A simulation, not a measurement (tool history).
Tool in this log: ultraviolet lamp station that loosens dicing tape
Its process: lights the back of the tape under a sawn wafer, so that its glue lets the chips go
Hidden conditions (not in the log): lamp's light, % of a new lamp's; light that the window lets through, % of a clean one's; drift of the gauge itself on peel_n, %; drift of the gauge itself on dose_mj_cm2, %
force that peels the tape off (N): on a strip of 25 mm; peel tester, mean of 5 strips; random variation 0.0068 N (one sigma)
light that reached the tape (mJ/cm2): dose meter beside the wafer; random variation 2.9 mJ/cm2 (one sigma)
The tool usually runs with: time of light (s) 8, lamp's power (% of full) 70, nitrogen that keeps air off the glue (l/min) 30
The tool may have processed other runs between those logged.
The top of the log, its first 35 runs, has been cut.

run,hour,time of light (s),lamp's power (% of full),nitrogen that keeps air off the glue (l/min),hours of work of the lamp,hours of work since the window was cleaned,force that peels the tape off (N),light that reached the tape (mJ/cm2)
36,687.4,4,61,15,494,197,2.035,166
37,706.1,4,85,15,505,208,1.34,224
38,729.3,16,70,11,518,221,0.144,731
39,754.1,8,100,19,532,236,0.206,522
# hour 768.2: window cleaned of glue's vapour
40,771,8,100,19,542,2,0.176,563
41,793.7,8,84,29,555,15,0.206,472
42,818.8,8,84,29,569,29,0.195,458
43,836.1,8,74,25,579,39,0.308,409

Each row is a separate what-if for the run after 43, all from the same tool condition, not one after another. Results?
A,865.9,13,74,30,596,56,?,?
B,865.9,8,88,25,596,56,?,?
C,865.9,8,96,45,596,56,?,?

run,force that peels the tape off (N),light that reached the tape (mJ/cm2)
A,0.111,657
B,0.212,477
C,0.128,518
Without the tool's unlogged condition, the same runs would have read:
run,force that peels the tape off (N),light that reached the tape (mJ/cm2)
A,0.1,743
B,0.163,540
C,0.11,586
